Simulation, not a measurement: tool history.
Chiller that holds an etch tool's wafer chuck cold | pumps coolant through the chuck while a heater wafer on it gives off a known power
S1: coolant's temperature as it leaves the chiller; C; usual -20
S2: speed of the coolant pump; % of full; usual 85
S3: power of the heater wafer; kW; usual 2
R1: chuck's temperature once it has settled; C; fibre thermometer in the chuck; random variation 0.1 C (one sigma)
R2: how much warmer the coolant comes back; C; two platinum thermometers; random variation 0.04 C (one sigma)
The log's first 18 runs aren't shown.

run 19 day=88.542 | S1=-22 S2=60 S3=1.096 | R1=-8.3 R2=7.3
-- day=89.154 chiller's thermometer calibrated
run 20 day=92.021 | S1=-22 S2=60 S3=1.096 | R1=-8 R2=7.28
run 21 day=98.329 | S1=-28 S2=70 S3=1.981 | R1=-5.5 R2=11.39
-- day=100.533 chiller's thermometer calibrated, once more
run 22 day=104.354 | S1=-19 S2=72 S3=1.981 | R1=2.8 R2=11.24
run 23 day=108.521 | S1=-30 S2=93 S3=1.758 | R1=-14 R2=7.69
run 24 day=115.121 | S1=-30 S2=93 S3=1.758 | R1=-13.7 R2=7.72
run 25 day=119.171 | S1=-21 S2=64 S3=2 | R1=3.6 R2=12.86
run 26 day=123.938 | S1=-18 S2=62 S3=1.392 | R1=-0.1 R2=9.24
run 27 day=128.333 | S1=-22 S2=61 S3=2.233 | R1=7.2 R2=15.08
run 28 day=131.492 | S1=-22 S2=61 S3=2.233 | R1=7.2 R2=15.24
run 29 day=134.825 | S1=-25 S2=82 S3=1.34 | R1=-10.7 R2=6.82
run 30 day=140.088 | S1=-16 S2=85 S3=2.565 | R1=10.6 R2=12.63
run 31 day=144.058 | S1=-29 S2=93 S3=2.296 | R1=-6.6 R2=10.4

5 ways to go on from here, each from the tool as it stands after run 31. What would each give?
run A day=151.267 | S1=-29 S2=93 S3=1.137 | R1=? R2=?
run B day=151.267 | S1=-29 S2=93 S3=1.937 | R1=? R2=?
run C day=151.267 | S1=-20 S2=82 S3=1.318 | R1=? R2=?
run D day=151.267 | S1=-22 S2=85 S3=1.298 | R1=? R2=?
run E day=151.267 | S1=-22 S2=72 S3=2.296 | R1=? R2=?

run=A R1=-17.8 R2=5.15
run=B R1=-9.8 R2=8.81
run=C R1=-5.7 R2=6.84
run=D R1=-8.2 R2=6.46
run=E R1=5.4 R2=13.45
Without the tool's hidden state the same runs would have given:
run=A R1=-20.6 R2=4.43
run=B R1=-14.6 R2=7.58
run=C R1=-9.3 R2=5.89
run=D R1=-11.7 R2=5.56
run=E R1=-1.3 R2=11.57
